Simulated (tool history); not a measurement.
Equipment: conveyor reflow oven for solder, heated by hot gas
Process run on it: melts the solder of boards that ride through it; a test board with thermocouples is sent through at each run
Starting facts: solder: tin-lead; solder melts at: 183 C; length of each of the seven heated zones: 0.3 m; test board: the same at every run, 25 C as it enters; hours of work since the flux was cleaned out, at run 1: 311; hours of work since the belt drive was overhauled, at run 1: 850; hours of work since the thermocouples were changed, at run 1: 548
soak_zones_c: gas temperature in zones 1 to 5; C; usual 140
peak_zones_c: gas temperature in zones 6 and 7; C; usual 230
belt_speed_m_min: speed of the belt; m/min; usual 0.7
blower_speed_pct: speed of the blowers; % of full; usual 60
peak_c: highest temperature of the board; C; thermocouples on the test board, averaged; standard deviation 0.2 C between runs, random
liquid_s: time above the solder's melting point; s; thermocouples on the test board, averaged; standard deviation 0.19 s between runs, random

run	hour	soak_zones_c	peak_zones_c	belt_speed_m_min	blower_speed_pct	hours of work since the flux was cleaned out	hours of work since the belt drive was overhauled	hours of work since the thermocouples were changed	peak_c	liquid_s
1	0	140	230	0.7	60	311	850	548	206.2	30.7
2	74.3	135	230	0.7	60	346	885	583	204.2	28.6
# hour 152.7: flux residue cleaned out of gas plates and filters
3	159.2	135	230	0.7	60	3	922	620	203.1	27.5
4	203.6	135	230	0.7	60	24	943	641	203.5	27.1
5	302.4	140	230	0.706	60	70	989	687	204	29.3
6	381.2	129	230	0.7	60	107	1026	724	201.3	24.3
7	466.5	140	230	0.7	60	147	1066	764	204	29.2
8	514.3	140	230	0.7	60	169	1088	786	204.2	28.9
# hour 530: flux residue cleaned out of gas plates and filters, once more
9	590.4	140	230	0.7	60	28	1121	820	209.7	34.3
10	656.1	140	230	0.7	60	59	1152	850	209.8	34.1
# hour 674.3: belt drive overhauled, speed set with a stopwatch
11	701.1	140	230	0.7	60	78	13	870	208.3	32.2
12	756.9	137	238	0.657	86	104	39	896	224.9	44.8
13	813.1	137	238	0.657	86	131	65	922	225.1	44.7
14	894.2	126	230	0.79	60	168	103	960	198.2	18

Run by run, hidden condition taken away, random variation retained:
The tool's hidden condition here consists of: heat that the gas passes to the board, % of a clean oven's; belt's true speed, % of the reading; true gas temperature in zones 6 and 7 over the reading, C; drift of the gauge itself on peak_c, C; drift of the gauge itself on liquid_s, %.
run	peak_c	liquid_s
1	206.5	30.7
2	204.8	28.9
3	204.7	28.8
4	205.2	28.4
5	205.9	30.7
6	203.7	26.4
7	206.3	31
8	206.6	30.9
9	206.4	30.9
10	206.6	30.7
11	206.4	30.8
12	222.9	43.9
13	223.3	43.9
14	197.2	17.2
